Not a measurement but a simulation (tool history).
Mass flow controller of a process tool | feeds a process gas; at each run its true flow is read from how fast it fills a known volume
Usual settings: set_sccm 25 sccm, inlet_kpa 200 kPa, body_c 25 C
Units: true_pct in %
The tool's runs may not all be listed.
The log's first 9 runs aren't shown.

run,hour,set_sccm,inlet_kpa,body_c,hours of work since the controller was set to zero,hours of work since the controller was changed,true_pct
10,817,25,200,36,6152,6152,96.97
# hour 880.3: controller exchanged for a calibrated one
11,915.2,25,200,36,20,20,100.85
12,971.6,25,200,25,54,54,99.82
13,1021.8,25,200,25,83,83,99.86
14,1105.7,25,200,25,132,132,99.64
15,1211.7,25,200,25,194,194,99.7
16,1326.4,25,200,25,262,262,99.72
17,1387.6,10,245,26,298,298,99.37
18,1499.2,8,245,26,363,363,99.42
19,1601.2,8,194,25,423,423,99.7
20,1677.6,5,200,25,468,468,99.67
21,1778.5,25,172,39,527,527,100.94
22,1834,12,244,28,559,559,99.46
23,1910.2,12,244,28,604,604,99.27
24,1976.7,7,153,28,643,643,100.05
25,2060,7,153,28,692,692,100.18
26,2127.8,32,200,33,732,732,100.09
27,2212.9,8,200,25,781,781,99.52
28,2290.6,18,252,22,827,827,98.57
29,2366.7,18,252,22,872,872,98.67
30,2428,18,252,22,908,908,98.56
31,2504.6,18,144,30,952,952,100.07
32,2612.4,18,144,30,1016,1016,100.13

4 ways to go on from here, each from the tool as it stands after run 32. What would each give?
A,2717,25,197,25,1077,1077,?
B,2717,14,229,22,1077,1077,?
C,2717,5,144,30,1077,1077,?
D,2717,25,272,37,1077,1077,?

run,true_pct
A,99.24
B,98.73
C,100.53
D,99.54
Without the tool's hidden state the same runs would have given:
run,true_pct
A,99.78
B,99.16
C,100.5
D,100.07
